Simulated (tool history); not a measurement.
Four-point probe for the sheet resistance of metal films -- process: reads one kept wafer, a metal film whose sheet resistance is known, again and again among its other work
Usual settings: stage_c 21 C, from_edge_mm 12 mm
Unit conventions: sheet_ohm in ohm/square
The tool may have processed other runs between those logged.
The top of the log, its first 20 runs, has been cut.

run,hour,stage_c,from_edge_mm,touches since the probe head was changed,hours of work since the stage's thermometer was calibrated,sheet_ohm
# hour 1494.3: stage's thermometer calibrated
21,1546.8,21,12,37278,35,1.731117
22,1599.2,21,12,39686,69,1.731666
23,1667.8,24,11,42837,115,1.729405
24,1725.3,27,10,45479,153,1.728439
25,1825.7,32,6,50089,219,1.72882
26,1876.5,22,55,52426,253,1.730261
# hour 1901.8: stage's thermometer calibrated, once more
27,1936.2,28,12,55145,23,1.729354
28,2023,28,12,59134,80,1.729374
29,2097.2,24,5,62541,129,1.740228
30,2139.8,35,12,64495,157,1.724544
31,2222.5,35,12,68297,212,1.725191
32,2278.3,23,5,70859,249,1.741373
33,2363.8,23,5,74788,306,1.741213
34,2428.9,25,14,77778,349,1.731999
35,2517.4,26,30,81844,407,1.730637
36,2620.3,26,30,86569,475,1.731809
37,2667.3,21,3,88732,506,1.760759
38,2752.8,19,7,92657,563,1.741085
39,2826.8,22,4,96057,612,1.749923
40,2906.4,22,4,99716,664,1.750028
41,2997.9,22,4,103916,725,1.749669
42,3080.3,22,4,107704,779,1.749942
43,3151.6,22,4,110977,827,1.749768

What if the next run were any one of these 5? Each begins from the tool's condition after run 43:
A,3247.9,20,26,115401,890,?
B,3247.9,27,4,115401,890,?
C,3247.9,34,12,115401,890,?
D,3247.9,23,4,115401,890,?
E,3247.9,20,9,115401,890,?

run,sheet_ohm
A,1.736979
B,1.747332
C,1.728366
D,1.748565
E,1.740014
The same runs, with their run-to-run variation unchanged, on a tool lacking any hidden condition would have given:
run,sheet_ohm
A,1.732532
B,1.742829
C,1.723877
D,1.744078
E,1.735559
